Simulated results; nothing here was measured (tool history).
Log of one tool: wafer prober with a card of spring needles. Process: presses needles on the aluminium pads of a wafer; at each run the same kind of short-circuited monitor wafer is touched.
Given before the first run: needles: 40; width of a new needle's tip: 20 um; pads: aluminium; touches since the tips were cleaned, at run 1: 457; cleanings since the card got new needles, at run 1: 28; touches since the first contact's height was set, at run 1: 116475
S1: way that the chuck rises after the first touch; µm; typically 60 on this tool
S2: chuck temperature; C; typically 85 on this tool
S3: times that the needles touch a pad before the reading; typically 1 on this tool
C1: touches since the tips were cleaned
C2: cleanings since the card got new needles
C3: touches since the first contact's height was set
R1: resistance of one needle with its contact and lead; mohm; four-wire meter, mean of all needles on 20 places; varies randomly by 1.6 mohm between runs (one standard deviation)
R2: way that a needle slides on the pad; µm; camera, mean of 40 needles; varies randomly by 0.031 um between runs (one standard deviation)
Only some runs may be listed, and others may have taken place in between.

run	hour	S1	S2	S3	C1	C2	C3	R1	R2
1	0	60	85	1	457	28	116475	194	11.07
2	6.8	60	85	1	2534	28	118552	280	11.05
# hour 10.8: tips cleaned on abrasive film
3	14.1	60	85	1	1033	29	120759	224	11.11
4	22.6	60	85	1	3599	29	123325	322	11.1
# hour 23.4: tips cleaned on abrasive film
5	31.3	60	85	1	2410	30	125968	284	11.03
# hour 36: tips cleaned on abrasive film
6	41.9	60	85	1	1814	31	129177	255	11.04
# hour 48.7: tips cleaned on abrasive film
7	49.7	60	85	1	306	32	131514	183	11.06
# hour 60.9: tips cleaned on abrasive film
8	62.5	60	85	1	468	33	135384	195	10.96
# hour 73.5: tips cleaned on abrasive film
9	73.5	60	85	1	0	34	138715	174	10.99
10	79.4	60	85	1	1803	34	140518	271	10.99
# hour 85.5: tips cleaned on abrasive film
11	87.6	60	85	1	640	35	142996	205	10.99
12	94.6	60	85	1	2764	35	145120	296	11.01
# hour 97.6: tips cleaned on abrasive film
13	106.9	60	85	1	2839	36	148833	292	10.96
# hour 110: tips cleaned on abrasive film
14	116.1	60	85	1	1851	37	151610	263	10.93
# hour 122.9: tips cleaned on abrasive film
15	123.1	60	85	1	51	38	153710	167	10.96
# hour 135.4: tips cleaned on abrasive film
16	135.5	60	85	1	32	39	157462	167	10.86
17	143.4	60	85	1	2449	39	159879	278	10.95
# hour 147.5: tips cleaned on abrasive film
18	155	60	31	1	2281	40	163398	282	10.83
# hour 160.5: tips cleaned on abrasive film
19	160.8	60	67	1	107	41	165138	178	10.89
20	168.6	60	67	1	2491	41	167522	298	10.86
# hour 172.7: tips cleaned on abrasive film
21	174.7	60	85	1	615	42	169340	208	10.86
# hour 184.9: tips cleaned on abrasive film
22	185.9	60	85	1	324	43	172742	178	10.88
23	192.6	58	33	1	2357	43	174775	279	10.5
# hour 197.2: tips cleaned on abrasive film
24	199.9	52	85	2	823	44	176967	203	9.28
# hour 209.9: tips cleaned on abrasive film
25	211.1	44	85	3	357	45	180360	186	7.77
# hour 222.1: tips cleaned on abrasive film
26	222.7	63	58	3	181	46	183863	159	11.41
# hour 231.6: height of the first contact set anew
# hour 234.9: tips cleaned on abrasive film
27	234.9	76	32	1	0	47	981	157	14.53

What does the tool deliver on the next run?
28	243.4	60	51	1	2590	47	3571	?	?

{"run 28": {"R1": 284, "R2": 11.5}}
If the tool had no hidden condition, the same run with the same run-to-run variation would have returned R1 147 mohm, R2 11.52 µm.

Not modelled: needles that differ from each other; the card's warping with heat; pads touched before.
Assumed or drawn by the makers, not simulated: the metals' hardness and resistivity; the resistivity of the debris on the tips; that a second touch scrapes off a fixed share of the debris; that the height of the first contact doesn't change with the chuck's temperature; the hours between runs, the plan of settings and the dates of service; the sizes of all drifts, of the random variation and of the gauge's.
